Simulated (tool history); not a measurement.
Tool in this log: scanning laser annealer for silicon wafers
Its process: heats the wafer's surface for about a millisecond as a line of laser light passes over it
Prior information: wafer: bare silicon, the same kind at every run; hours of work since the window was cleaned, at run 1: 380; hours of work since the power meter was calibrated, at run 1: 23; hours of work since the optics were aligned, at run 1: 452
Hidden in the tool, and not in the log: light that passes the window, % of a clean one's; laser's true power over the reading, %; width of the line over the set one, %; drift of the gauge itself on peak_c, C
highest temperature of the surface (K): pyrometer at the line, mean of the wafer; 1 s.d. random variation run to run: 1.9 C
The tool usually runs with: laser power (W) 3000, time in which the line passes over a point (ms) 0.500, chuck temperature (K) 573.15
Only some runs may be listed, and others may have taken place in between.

run	day	laser power (W)	time in which the line passes over a point (ms)	chuck temperature (K)	hours of work since the window was cleaned	hours of work since the power meter was calibrated	hours of work since the optics were aligned	highest temperature of the surface (K)
1	0.000	3000	0.500	573.15	380	23	452	1343.15
2	0.275	3000	0.500	573.15	384	26	455	1339.15
3	0.488	3000	0.500	573.15	386	29	458	1343.15
4	0.808	3000	0.500	573.15	390	33	462	1343.15
5	1.067	3000	0.500	573.15	393	36	465	1342.15
6	1.392	3000	0.500	573.15	397	40	469	1344.15
7	1.829	3000	0.500	573.15	402	45	474	1340.15
8	2.217	3000	0.500	573.15	407	50	479	1339.15
9	2.488	3000	0.500	573.15	410	53	482	1336.15
10	2.775	3000	0.500	573.15	414	56	485	1340.15
11	3.212	3000	0.500	573.15	419	62	490	1336.15
12	3.621	3000	0.500	573.15	424	67	495	1338.15
13	4.046	3000	0.500	573.15	429	72	500	1341.15
14	4.400	3000	0.500	573.15	433	76	505	1336.15
15	4.738	3000	0.500	553.15	437	80	509	1318.15
16	5.217	3000	0.500	553.15	443	86	515	1315.15
17	5.442	3000	0.500	553.15	446	88	517	1315.15
18	5.692	3000	0.500	553.15	449	91	520	1316.15
19	6.088	3000	0.500	553.15	454	96	525	1313.15
20	6.500	3000	0.500	553.15	458	101	530	1313.15
21	6.804	3000	0.500	553.15	462	105	534	1315.15
22	7.233	3000	0.500	576.15	467	110	539	1337.15
23	7.708	3097	0.372	552.15	473	116	544	1229.15
24	8.008	3080	0.516	535.15	477	119	548	1325.15
25	8.446	3026	0.516	535.15	482	125	553	1314.15
26	8.771	3026	0.516	535.15	486	128	557	1313.15
27	8.979	2833	0.500	609.15	488	131	560	1323.15
28	9.442	2833	0.500	609.15	494	136	565	1324.15
29	9.754	3027	0.503	600.15	498	140	569	1364.15
30	9.958	2962	0.500	556.15	500	143	571	1302.15
31	10.317	2906	0.405	611.15	504	147	576	1268.15
32	10.671	2952	0.396	611.15	508	151	580	1271.15
33	10.975	2952	0.396	611.15	512	155	584	1272.15
34	11.283	2952	0.396	553.15	516	159	587	1216.15
35	11.592	2655	0.500	573.15	520	162	591	1239.15
36	11.988	2847	0.365	544.15	524	167	596	1157.15
37	12.188	2767	0.588	612.15	527	169	598	1363.15
38	12.667	2982	0.490	601.15	532	175	604	1344.15
# day 12.954: window over the wafer cleaned
39	13.108	2773	0.383	573.15	2	179	608	1223.15
40	13.392	3000	0.540	573.15	5	183	612	1410.15
41	13.871	2986	0.423	544.15	11	189	617	1281.15

Each row is a separate what-if for the run after 41, all from the same tool condition, not one after another. Results?
A	14.317	3000	0.583	593.15	16	194	623	?
B	14.317	2701	0.360	574.15	16	194	623	?
C	14.317	3000	0.500	562.15	16	194	623	?

run	highest temperature of the surface (K)
A	1458.15
B	1186.15
C	1362.15
The same runs, with their run-to-run variation unchanged, on a tool lacking any hidden condition would have given:
run	highest temperature of the surface (K)
A	1466.15
B	1191.15
C	1369.15

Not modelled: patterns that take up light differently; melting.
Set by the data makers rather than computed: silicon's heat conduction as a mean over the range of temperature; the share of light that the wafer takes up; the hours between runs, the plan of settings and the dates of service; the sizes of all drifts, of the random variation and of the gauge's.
